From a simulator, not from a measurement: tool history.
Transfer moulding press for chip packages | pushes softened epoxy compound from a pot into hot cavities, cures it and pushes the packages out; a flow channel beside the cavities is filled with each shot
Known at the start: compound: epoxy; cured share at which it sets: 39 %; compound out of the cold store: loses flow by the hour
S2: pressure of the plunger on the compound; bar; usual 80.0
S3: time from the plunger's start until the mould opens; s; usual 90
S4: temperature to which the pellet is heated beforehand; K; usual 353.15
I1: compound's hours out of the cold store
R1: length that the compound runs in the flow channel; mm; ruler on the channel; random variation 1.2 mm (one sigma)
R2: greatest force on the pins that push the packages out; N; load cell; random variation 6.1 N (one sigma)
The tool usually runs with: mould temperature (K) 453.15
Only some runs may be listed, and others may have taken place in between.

{"run": 1, "hour": 0.0, "mould temperature (K)": 453.15, "S2": 80.0, "S3": 90, "S4": 353.15, "I1": 39.0, "R1": 576, "R2": 229}
{"hour": 13.7, "done": "mould's thermocouples calibrated"}
{"run": 2, "hour": 19.4, "mould temperature (K)": 453.15, "S2": 80.0, "S3": 90, "S4": 353.15, "I1": 32.3, "R1": 591, "R2": 349}
{"hour": 33.1, "done": "cavities cleaned with cleaning compound and waxed"}
{"run": 3, "hour": 43.3, "mould temperature (K)": 453.15, "S2": 80.0, "S3": 90, "S4": 353.15, "I1": 9.3, "R1": 651, "R2": 463}
{"hour": 63.5, "done": "cavities cleaned with cleaning compound and waxed"}
{"run": 4, "hour": 66.4, "mould temperature (K)": 453.15, "S2": 80.0, "S3": 90, "S4": 353.15, "I1": 42.5, "R1": 564, "R2": 246}
{"run": 5, "hour": 76.7, "mould temperature (K)": 453.15, "S2": 79.0, "S3": 90, "S4": 353.15, "I1": 33.7, "R1": 582, "R2": 313}
{"hour": 89.9, "done": "cavities cleaned with cleaning compound and waxed, once more"}
{"run": 6, "hour": 91.9, "mould temperature (K)": 453.15, "S2": 65.7, "S3": 90, "S4": 353.15, "I1": 13.8, "R1": 575, "R2": 261}
{"run": 7, "hour": 105.6, "mould temperature (K)": 453.15, "S2": 65.7, "S3": 90, "S4": 353.15, "I1": 41.1, "R1": 510, "R2": 327}
{"run": 8, "hour": 116.7, "mould temperature (K)": 453.15, "S2": 65.7, "S3": 90, "S4": 353.15, "I1": 47.8, "R1": 494, "R2": 363}
{"hour": 120.3, "done": "cavities cleaned with cleaning compound and waxed"}
{"run": 9, "hour": 134.5, "mould temperature (K)": 453.15, "S2": 80.0, "S3": 101, "S4": 353.15, "I1": 48.0, "R1": 547, "R2": 268}
{"hour": 139.1, "done": "plunger's sealing rings changed"}
{"run": 10, "hour": 148.6, "mould temperature (K)": 453.15, "S2": 80.0, "S3": 101, "S4": 353.15, "I1": 26.1, "R1": 611, "R2": 319}
{"hour": 153.0, "done": "cavities cleaned with cleaning compound and waxed"}
{"run": 11, "hour": 166.1, "mould temperature (K)": 453.15, "S2": 80.0, "S3": 101, "S4": 353.15, "I1": 42.7, "R1": 570, "R2": 271}
{"run": 12, "hour": 178.1, "mould temperature (K)": 453.15, "S2": 80.0, "S3": 101, "S4": 353.15, "I1": 8.3, "R1": 657, "R2": 318}
{"hour": 183.0, "done": "cavities cleaned with cleaning compound and waxed"}
{"run": 13, "hour": 197.6, "mould temperature (K)": 453.15, "S2": 80.0, "S3": 101, "S4": 353.15, "I1": 35.1, "R1": 584, "R2": 274}
{"hour": 213.7, "done": "cavities cleaned with cleaning compound and waxed"}
{"run": 14, "hour": 213.7, "mould temperature (K)": 453.15, "S2": 80.0, "S3": 101, "S4": 353.15, "I1": 9.9, "R1": 652, "R2": 187}
{"run": 15, "hour": 233.5, "mould temperature (K)": 453.15, "S2": 80.0, "S3": 119, "S4": 353.15, "I1": 16.9, "R1": 630, "R2": 278}
{"hour": 244.5, "done": "cavities cleaned with cleaning compound and waxed"}
{"run": 16, "hour": 254.1, "mould temperature (K)": 453.15, "S2": 80.0, "S3": 90, "S4": 353.15, "I1": 24.9, "R1": 605, "R2": 304}
{"run": 17, "hour": 271.9, "mould temperature (K)": 453.15, "S2": 80.0, "S3": 90, "S4": 363.15, "I1": 37.7, "R1": 572, "R2": 378}
{"hour": 275.4, "done": "cavities cleaned with cleaning compound and waxed"}
{"run": 18, "hour": 285.0, "mould temperature (K)": 446.15, "S2": 63.6, "S3": 89, "S4": 345.15, "I1": 8.5, "R1": 596, "R2": 617}
{"run": 19, "hour": 300.9, "mould temperature (K)": 453.15, "S2": 71.1, "S3": 77, "S4": 353.15, "I1": 12.9, "R1": 601, "R2": 595}

A few steps of R1 between consecutive runs. Split each: what settings, incoming material and random variation would produce without the hidden state, and what is left over for the hidden state, along with gauge scatter present in only one of the two compared results (measured, and without hidden state):
Hidden conditions of the tool in this case: true mould temperature over the reading, C; pressure that reaches the compound, % of what is set; grip of the stained cavities, % over clean ones'; drift of the gauge itself on flow_mm, %; drift of the gauge itself on push_out_n, %.
Run 3 -> 4: cavities cleaned with cleaning compound and waxed. R1 -87 mm: hidden state -1, all else -86.
Run 9 -> 10: plunger's sealing rings changed. R1 +64 mm: hidden state +12, all else +52.
